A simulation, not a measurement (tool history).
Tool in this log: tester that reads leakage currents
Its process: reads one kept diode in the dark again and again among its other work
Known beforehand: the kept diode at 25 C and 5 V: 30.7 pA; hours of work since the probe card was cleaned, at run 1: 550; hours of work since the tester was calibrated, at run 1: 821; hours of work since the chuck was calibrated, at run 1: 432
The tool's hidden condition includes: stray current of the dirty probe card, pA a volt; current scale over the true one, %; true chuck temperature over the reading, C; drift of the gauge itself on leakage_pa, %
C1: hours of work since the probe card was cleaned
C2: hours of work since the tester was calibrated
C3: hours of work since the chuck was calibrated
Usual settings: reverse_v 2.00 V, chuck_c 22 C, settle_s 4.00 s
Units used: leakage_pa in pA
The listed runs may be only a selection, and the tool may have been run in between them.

run 1 hour=0.0 | reverse_v=2.00 chuck_c=22 settle_s=4.00 | C1=550 C2=821 C3=432 | leakage_pa=15.62
run 2 hour=23.7 | reverse_v=2.00 chuck_c=22 settle_s=4.00 | C1=561 C2=832 C3=443 | leakage_pa=15.83
run 3 hour=47.4 | reverse_v=2.00 chuck_c=22 settle_s=4.00 | C1=573 C2=843 C3=455 | leakage_pa=15.85
run 4 hour=84.6 | reverse_v=2.00 chuck_c=22 settle_s=4.00 | C1=591 C2=861 C3=473 | leakage_pa=15.83
run 5 hour=104.0 | reverse_v=2.00 chuck_c=23 settle_s=4.00 | C1=600 C2=871 C3=482 | leakage_pa=16.97
run 6 hour=127.6 | reverse_v=2.00 chuck_c=23 settle_s=4.00 | C1=611 C2=882 C3=493 | leakage_pa=17.06
run 7 hour=147.4 | reverse_v=2.00 chuck_c=23 settle_s=4.00 | C1=621 C2=892 C3=503 | leakage_pa=17.01
run 8 hour=176.0 | reverse_v=2.00 chuck_c=35 settle_s=4.00 | C1=635 C2=905 C3=517 | leakage_pa=37.49
run 9 hour=216.9 | reverse_v=2.00 chuck_c=35 settle_s=4.00 | C1=654 C2=925 C3=536 | leakage_pa=37.43
run 10 hour=241.8 | reverse_v=2.00 chuck_c=35 settle_s=4.00 | C1=666 C2=937 C3=548 | leakage_pa=37.45
run 11 hour=281.7 | reverse_v=2.00 chuck_c=35 settle_s=4.00 | C1=686 C2=956 C3=568 | leakage_pa=37.38
run 12 hour=322.6 | reverse_v=2.00 chuck_c=29 settle_s=4.00 | C1=705 C2=976 C3=587 | leakage_pa=25.30
run 13 hour=366.4 | reverse_v=2.00 chuck_c=46 settle_s=4.00 | C1=726 C2=997 C3=608 | leakage_pa=75.48
run 14 hour=394.8 | reverse_v=2.00 chuck_c=46 settle_s=4.00 | C1=740 C2=1011 C3=622 | leakage_pa=75.46
run 15 hour=419.8 | reverse_v=2.00 chuck_c=46 settle_s=4.00 | C1=752 C2=1023 C3=634 | leakage_pa=75.56
run 16 hour=463.8 | reverse_v=2.00 chuck_c=46 settle_s=4.00 | C1=773 C2=1044 C3=655 | leakage_pa=75.60
run 17 hour=491.7 | reverse_v=2.00 chuck_c=46 settle_s=4.00 | C1=787 C2=1057 C3=669 | leakage_pa=75.57
run 18 hour=537.5 | reverse_v=2.00 chuck_c=46 settle_s=4.00 | C1=809 C2=1079 C3=691 | leakage_pa=75.37
run 19 hour=563.6 | reverse_v=2.00 chuck_c=22 settle_s=4.00 | C1=821 C2=1092 C3=703 | leakage_pa=16.35
run 20 hour=589.7 | reverse_v=2.09 chuck_c=57 settle_s=4.84 | C1=834 C2=1105 C3=716 | leakage_pa=150.43
run 21 hour=632.3 | reverse_v=2.69 chuck_c=21 settle_s=4.00 | C1=854 C2=1125 C3=736 | leakage_pa=18.97
run 22 hour=674.4 | reverse_v=11.65 chuck_c=33 settle_s=1.84 | C1=875 C2=1145 C3=757 | leakage_pa=103.20
run 23 hour=720.3 | reverse_v=11.65 chuck_c=33 settle_s=1.84 | C1=897 C2=1167 C3=779 | leakage_pa=103.60
run 24 hour=761.0 | reverse_v=1.24 chuck_c=33 settle_s=1.84 | C1=916 C2=1187 C3=798 | leakage_pa=24.57
run 25 hour=784.7 | reverse_v=2.00 chuck_c=22 settle_s=0.36 | C1=928 C2=1198 C3=810 | leakage_pa=17.48
-- hour=790.9 chuck's temperature calibrated
run 26 hour=825.5 | reverse_v=2.00 chuck_c=22 settle_s=0.36 | C1=946 C2=1217 C3=17 | leakage_pa=17.13
run 27 hour=870.7 | reverse_v=2.00 chuck_c=22 settle_s=0.36 | C1=968 C2=1239 C3=38 | leakage_pa=17.22
-- hour=876.7 chuck's temperature calibrated, once more
run 28 hour=900.2 | reverse_v=5.00 chuck_c=23 settle_s=0.93 | C1=982 C2=1252 C3=11 | leakage_pa=36.01
run 29 hour=924.6 | reverse_v=5.00 chuck_c=23 settle_s=0.93 | C1=993 C2=1264 C3=23 | leakage_pa=35.87
run 30 hour=969.0 | reverse_v=2.00 chuck_c=29 settle_s=1.61 | C1=1015 C2=1285 C3=44 | leakage_pa=27.67
run 31 hour=1001.5 | reverse_v=2.00 chuck_c=29 settle_s=1.61 | C1=1030 C2=1301 C3=60 | leakage_pa=27.60
run 32 hour=1047.5 | reverse_v=3.93 chuck_c=32 settle_s=0.55 | C1=1052 C2=1323 C3=82 | leakage_pa=52.65
run 33 hour=1066.5 | reverse_v=2.00 chuck_c=30 settle_s=4.00 | C1=1062 C2=1332 C3=91 | leakage_pa=29.42
run 34 hour=1113.8 | reverse_v=2.00 chuck_c=53 settle_s=4.00 | C1=1084 C2=1355 C3=114 | leakage_pa=121.83
run 35 hour=1160.6 | reverse_v=6.92 chuck_c=53 settle_s=0.39 | C1=1107 C2=1377 C3=137 | leakage_pa=259.88
run 36 hour=1189.6 | reverse_v=1.93 chuck_c=22 settle_s=3.89 | C1=1121 C2=1391 C3=151 | leakage_pa=17.69
run 37 hour=1235.7 | reverse_v=13.05 chuck_c=32 settle_s=4.83 | C1=1143 C2=1414 C3=173 | leakage_pa=114.17

Here are 5 independent what-if runs from the current tool condition. What would each one return?
run A hour=1257.3 | reverse_v=16.19 chuck_c=24 settle_s=3.94 | C1=1153 C2=1424 C3=183 | leakage_pa=?
run B hour=1257.3 | reverse_v=4.36 chuck_c=49 settle_s=1.34 | C1=1153 C2=1424 C3=183 | leakage_pa=?
run C hour=1257.3 | reverse_v=2.00 chuck_c=57 settle_s=1.68 | C1=1153 C2=1424 C3=183 | leakage_pa=?
run D hour=1257.3 | reverse_v=1.31 chuck_c=37 settle_s=4.00 | C1=1153 C2=1424 C3=183 | leakage_pa=?
run E hour=1257.3 | reverse_v=2.36 chuck_c=48 settle_s=4.83 | C1=1153 C2=1424 C3=183 | leakage_pa=?

run=A leakage_pa=89.14
run=B leakage_pa=153.89
run=C leakage_pa=154.12
run=D leakage_pa=35.11
run=E leakage_pa=98.85
With no hidden state in the tool, these same runs would have given:
run=A leakage_pa=57.76
run=B leakage_pa=147.24
run=C leakage_pa=152.20
run=D leakage_pa=32.99
run=E leakage_pa=95.51

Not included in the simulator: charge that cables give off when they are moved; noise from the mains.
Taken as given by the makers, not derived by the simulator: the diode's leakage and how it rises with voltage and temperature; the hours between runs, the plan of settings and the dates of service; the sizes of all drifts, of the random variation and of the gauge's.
